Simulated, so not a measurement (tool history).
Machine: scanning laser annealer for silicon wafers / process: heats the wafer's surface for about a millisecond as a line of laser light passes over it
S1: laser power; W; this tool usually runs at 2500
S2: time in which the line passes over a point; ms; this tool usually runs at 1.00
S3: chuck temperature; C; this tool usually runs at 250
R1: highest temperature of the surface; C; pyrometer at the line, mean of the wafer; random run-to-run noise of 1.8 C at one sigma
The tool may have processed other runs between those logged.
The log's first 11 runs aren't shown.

Run 12, hour 117.4: usual settings but S2 1.24 ms. Result: R1 1106 C.
Run 13, hour 133.0: usual settings but S2 1.24 ms. Result: R1 1104 C.
Run 14, hour 141.9: usual settings but S2 1.24 ms. Result: R1 1105 C.
Run 15, hour 152.8: usual settings but S2 1.24 ms. Result: R1 1108 C.
Run 16, hour 169.3: usual settings but S1 2458 W. Result: R1 988 C.
Run 17, hour 179.5: usual settings but S1 2458 W. Result: R1 990 C.
Run 18, hour 189.4: usual settings but S1 2481 W. Result: R1 1000 C.
Run 19, hour 196.2: usual settings but S2 0.95 ms. Result: R1 980 C.
Run 20, hour 203.4: usual settings. Result: R1 1006 C.
Run 21, hour 212.3: usual settings but S1 2213 W, S2 0.91 ms, S3 234 C. Result: R1 862 C.
Run 22, hour 221.1: usual settings but S1 2213 W, S2 0.91 ms, S3 234 C. Result: R1 861 C.
Run 23, hour 231.2: usual settings but S1 2462 W, S2 0.82 ms, S3 272 C. Result: R1 933 C.
Run 24, hour 239.2: usual settings but S1 2462 W, S2 0.82 ms, S3 272 C. Result: R1 931 C.
Run 25, hour 252.3: usual settings but S1 2542 W, S2 1.08 ms, S3 223 C. Result: R1 1024 C.
Run 26, hour 266.3: usual settings but S1 2542 W, S2 0.87 ms, S3 223 C. Result: R1 932 C.
Run 27, hour 281.6: usual settings but S1 2397 W, S2 0.79 ms, S3 233 C. Result: R1 862 C.
Run 28, hour 294.5: usual settings but S1 2397 W, S2 0.82 ms, S3 233 C. Result: R1 875 C.
Run 29, hour 309.0: usual settings but S1 2397 W, S2 0.82 ms, S3 219 C. Result: R1 861 C.

What does the tool deliver on the next run?
Run 30, hour 316.6: usual settings but S1 2486 W, S2 0.95 ms, S3 251 C. Result: R1 ?.

R1: 977 C
Take away the tool's hidden state, keep the run-to-run variation as it was, and the same run would have given R1 977 C.

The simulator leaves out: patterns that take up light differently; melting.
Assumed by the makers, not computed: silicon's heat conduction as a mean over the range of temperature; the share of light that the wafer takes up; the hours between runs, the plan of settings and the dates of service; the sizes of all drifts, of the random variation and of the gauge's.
